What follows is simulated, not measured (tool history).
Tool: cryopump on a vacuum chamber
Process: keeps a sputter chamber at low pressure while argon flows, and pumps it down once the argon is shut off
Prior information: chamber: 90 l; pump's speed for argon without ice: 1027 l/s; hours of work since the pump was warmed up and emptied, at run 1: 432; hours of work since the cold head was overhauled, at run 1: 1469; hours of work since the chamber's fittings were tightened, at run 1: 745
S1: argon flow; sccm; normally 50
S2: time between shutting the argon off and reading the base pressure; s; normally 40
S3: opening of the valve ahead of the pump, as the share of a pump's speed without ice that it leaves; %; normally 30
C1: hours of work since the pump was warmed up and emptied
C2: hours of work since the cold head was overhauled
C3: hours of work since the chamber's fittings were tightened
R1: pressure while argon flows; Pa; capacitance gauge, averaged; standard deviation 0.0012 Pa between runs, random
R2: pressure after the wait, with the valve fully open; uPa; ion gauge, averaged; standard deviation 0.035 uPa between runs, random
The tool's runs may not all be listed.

run    hour  S1   S2  S3    C1    C2    C3      R1    R2
  1       0  50   40  30   432  1469   745  0.2891  2.65
  2    44.2  88   40  30   469  1506   782  0.5155  2.67
  3    83.5  35   40  30   502  1539   815  0.2054   2.7
  4   114.5  50  297  30   528  1564   841  0.2946  1.34
  5   155.6  50  297  26   562  1599   875  0.3383  1.44
  6   187.2  50  297  26   588  1625   902  0.3402  1.46
  7   223.8  50  297  26   619  1656   932  0.3392  1.48
  8   244.6  50   32  30   636  1673   950   0.299  3.28
  9   288.8  50   40  30   673  1710   986  0.2991  2.98
 10   318.1  50   40  30   697  1734  1011  0.3012  2.97
 11   338.7  50   40  31   715  1752  1028  0.2947  2.97
 12   365.6  50   40  31   737  1774  1051  0.2945  3.09
 13   398.1  50   40  31   764  1801  1078  0.2954  2.98
 14   422.5  50   40  30   785  1821  1098  0.3052  3.14
 15   455.1  50   40  30   812  1849  1125  0.3084  3.21
      475.6  -- leaking fittings of the chamber tightened, without venting
 16   501.6  50   40  30   849  1886    22  0.3112  2.04
 17   538.8  50  210  30   880  1917    53  0.3126  0.82
 18   570.4  20  108  30   906  1943    79  0.1242  1.14
 19   593.4  26  108  51   926  1962    98  0.1045   1.1
 20   620.3  26  108  51   948  1985   121  0.1044  1.14
 21   667.1  83   40  16   987  2024   160  0.9239  2.19
 22   688.1  83   40  16  1005  2041   177  0.9252  2.34
 23   709.3  96  110  24  1022  2059   195  0.7371  1.28
        726  -- pump warmed up, emptied and cooled again
 24   747.1  61  106  22    18  2087   222  0.4607  1.06
 25   786.1  61  106  22    50  2119   255  0.4566  1.09
 26     808  26  106  17    68  2137   273  0.2545  1.16
 27   827.4  26  106  17    85  2154   289  0.2547  1.12
 28   865.6  55   29  27   116  2185   321  0.3411  2.78
 29   902.4  55   29  27   147  2216   352  0.3442  2.74
 30   931.7  50  197  30   172  2241   377  0.2809  0.97
 31   974.9  50  197  30   208  2277   413  0.2835  1.03
 32  1019.2  50  197  30   245  2314   450  0.2821  1.02
 33  1059.6  50  197  30   278  2347   483  0.2838  1.07

Hidden condition of the tool, last listed run before each entry between runs versus first listed run after:
From run 15 to run 16: leaking fittings of the chamber tightened, without venting (hour 475.6)
  pump's speed, % of a pump's without ice: 72.3 -> 71.1; cold plate's temperature, K: 12.69 -> 12.7; leak into the chamber, uPa l/s: 1155 -> 334
  measured value less the no-hidden-state value, R1: +0.0332 -> +0.0353 Pa; R2: +1.31 -> +0.17 uPa
From run 23 to run 24: pump warmed up, emptied and cooled again (hour 726)
  pump's speed, % of a pump's without ice: 65.7 -> 98.7; cold plate's temperature, K: 12.77 -> 12.78; leak into the chamber, uPa l/s: 451 -> 468
  measured value less the no-hidden-state value, R1: +0.0853 -> +0.003 Pa; R2: +0.39 -> +0.17 uPa
